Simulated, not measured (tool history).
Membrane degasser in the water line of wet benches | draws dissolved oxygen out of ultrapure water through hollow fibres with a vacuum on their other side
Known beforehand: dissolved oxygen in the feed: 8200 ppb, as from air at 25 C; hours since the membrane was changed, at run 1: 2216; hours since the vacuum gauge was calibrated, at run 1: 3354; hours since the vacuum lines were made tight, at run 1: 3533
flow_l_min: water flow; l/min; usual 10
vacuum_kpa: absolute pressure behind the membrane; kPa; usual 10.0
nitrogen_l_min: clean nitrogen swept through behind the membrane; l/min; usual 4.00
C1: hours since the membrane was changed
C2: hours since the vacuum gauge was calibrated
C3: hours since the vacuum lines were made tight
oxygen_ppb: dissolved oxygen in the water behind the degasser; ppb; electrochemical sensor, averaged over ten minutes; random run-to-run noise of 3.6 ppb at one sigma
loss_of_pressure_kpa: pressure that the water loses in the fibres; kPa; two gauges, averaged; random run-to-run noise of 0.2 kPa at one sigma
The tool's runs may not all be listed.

Run 1, hour 0.0: usual settings; C1 2216; C2 3354; C3 3533. Result: oxygen_ppb 383.4 ppb, loss_of_pressure_kpa 46.32 kPa.
Run 2, hour 36.9: usual settings; C1 2253; C2 3391; C3 3570. Result: oxygen_ppb 383.0 ppb, loss_of_pressure_kpa 46.54 kPa.
At hour 50.5: vacuum gauge calibrated.
Run 3, hour 99.9: usual settings; C1 2315; C2 49; C3 3632. Result: oxygen_ppb 380.2 ppb, loss_of_pressure_kpa 46.35 kPa.
Run 4, hour 161.5: usual settings; C1 2377; C2 111; C3 3694. Result: oxygen_ppb 379.6 ppb, loss_of_pressure_kpa 46.33 kPa.
Run 5, hour 188.4: usual settings; C1 2404; C2 138; C3 3721. Result: oxygen_ppb 382.0 ppb, loss_of_pressure_kpa 46.42 kPa.
Run 6, hour 236.4: usual settings but nitrogen_l_min 1.95 l/min; C1 2452; C2 186; C3 3769. Result: oxygen_ppb 425.6 ppb, loss_of_pressure_kpa 46.72 kPa.
Run 7, hour 284.1: usual settings but nitrogen_l_min 1.95 l/min; C1 2499; C2 234; C3 3817. Result: oxygen_ppb 418.7 ppb, loss_of_pressure_kpa 46.71 kPa.
Run 8, hour 330.1: usual settings but nitrogen_l_min 1.95 l/min; C1 2545; C2 280; C3 3863. Result: oxygen_ppb 423.7 ppb, loss_of_pressure_kpa 46.56 kPa.
Run 9, hour 367.8: usual settings but nitrogen_l_min 1.95 l/min; C1 2583; C2 317; C3 3900. Result: oxygen_ppb 423.3 ppb, loss_of_pressure_kpa 46.53 kPa.
Run 10, hour 431.8: usual settings but nitrogen_l_min 5.20 l/min; C1 2647; C2 381; C3 3964. Result: oxygen_ppb 375.5 ppb, loss_of_pressure_kpa 46.61 kPa.
Run 11, hour 493.0: usual settings but nitrogen_l_min 5.20 l/min; C1 2708; C2 443; C3 4026. Result: oxygen_ppb 382.2 ppb, loss_of_pressure_kpa 46.59 kPa.
Run 12, hour 553.1: usual settings but nitrogen_l_min 5.08 l/min; C1 2768; C2 503; C3 4086. Result: oxygen_ppb 387.3 ppb, loss_of_pressure_kpa 46.07 kPa.
Run 13, hour 603.5: usual settings but nitrogen_l_min 5.08 l/min; C1 2819; C2 553; C3 4136. Result: oxygen_ppb 380.9 ppb, loss_of_pressure_kpa 46.61 kPa.
Run 14, hour 645.5: usual settings but nitrogen_l_min 5.08 l/min; C1 2861; C2 595; C3 4178. Result: oxygen_ppb 383.0 ppb, loss_of_pressure_kpa 46.61 kPa.
Run 15, hour 674.3: usual settings but nitrogen_l_min 5.08 l/min; C1 2890; C2 624; C3 4207. Result: oxygen_ppb 385.0 ppb, loss_of_pressure_kpa 46.85 kPa.
Run 16, hour 701.2: usual settings but vacuum_kpa 9.1 kPa, nitrogen_l_min 5.08 l/min; C1 2916; C2 651; C3 4234. Result: oxygen_ppb 376.6 ppb, loss_of_pressure_kpa 46.58 kPa.
Run 17, hour 756.1: usual settings but vacuum_kpa 9.1 kPa, nitrogen_l_min 5.08 l/min; C1 2971; C2 706; C3 4289. Result: oxygen_ppb 377.8 ppb, loss_of_pressure_kpa 46.37 kPa.
Run 18, hour 820.0: usual settings but flow_l_min 6 l/min, vacuum_kpa 18.0 kPa, nitrogen_l_min 9.25 l/min; C1 3035; C2 770; C3 4353. Result: oxygen_ppb 159.6 ppb, loss_of_pressure_kpa 27.90 kPa.
Run 19, hour 853.5: usual settings but flow_l_min 13 l/min, vacuum_kpa 19.1 kPa, nitrogen_l_min 4.81 l/min; C1 3069; C2 803; C3 4386. Result: oxygen_ppb 622.0 ppb, loss_of_pressure_kpa 60.90 kPa.
Run 20, hour 885.8: usual settings but flow_l_min 7 l/min, nitrogen_l_min 1.74 l/min; C1 3101; C2 835; C3 4418. Result: oxygen_ppb 254.8 ppb, loss_of_pressure_kpa 32.50 kPa.
Run 21, hour 935.5: usual settings but flow_l_min 7 l/min, vacuum_kpa 8.2 kPa, nitrogen_l_min 9.80 l/min; C1 3151; C2 885; C3 4468. Result: oxygen_ppb 199.0 ppb, loss_of_pressure_kpa 32.64 kPa.
Run 22, hour 973.0: usual settings but nitrogen_l_min 3.67 l/min; C1 3188; C2 922; C3 4506. Result: oxygen_ppb 391.2 ppb, loss_of_pressure_kpa 46.75 kPa.
Run 23, hour 1014.4: usual settings but nitrogen_l_min 3.67 l/min; C1 3230; C2 964; C3 4547. Result: oxygen_ppb 397.4 ppb, loss_of_pressure_kpa 46.72 kPa.
Run 24, hour 1042.9: usual settings but nitrogen_l_min 3.67 l/min; C1 3258; C2 992; C3 4575. Result: oxygen_ppb 393.6 ppb, loss_of_pressure_kpa 46.76 kPa.

What does the tool deliver on the next run?
Run 25, hour 1096.5: usual settings but nitrogen_l_min 3.67 l/min; C1 3312; C2 1046; C3 4629. Result: oxygen_ppb ?, loss_of_pressure_kpa ?.

Run 25 gave oxygen_ppb 405.4 ppb, loss_of_pressure_kpa 47.15 kPa.
Minus the tool's unlogged condition, the same run would have read oxygen_ppb 372.6 ppb, loss_of_pressure_kpa 45.82 kPa.
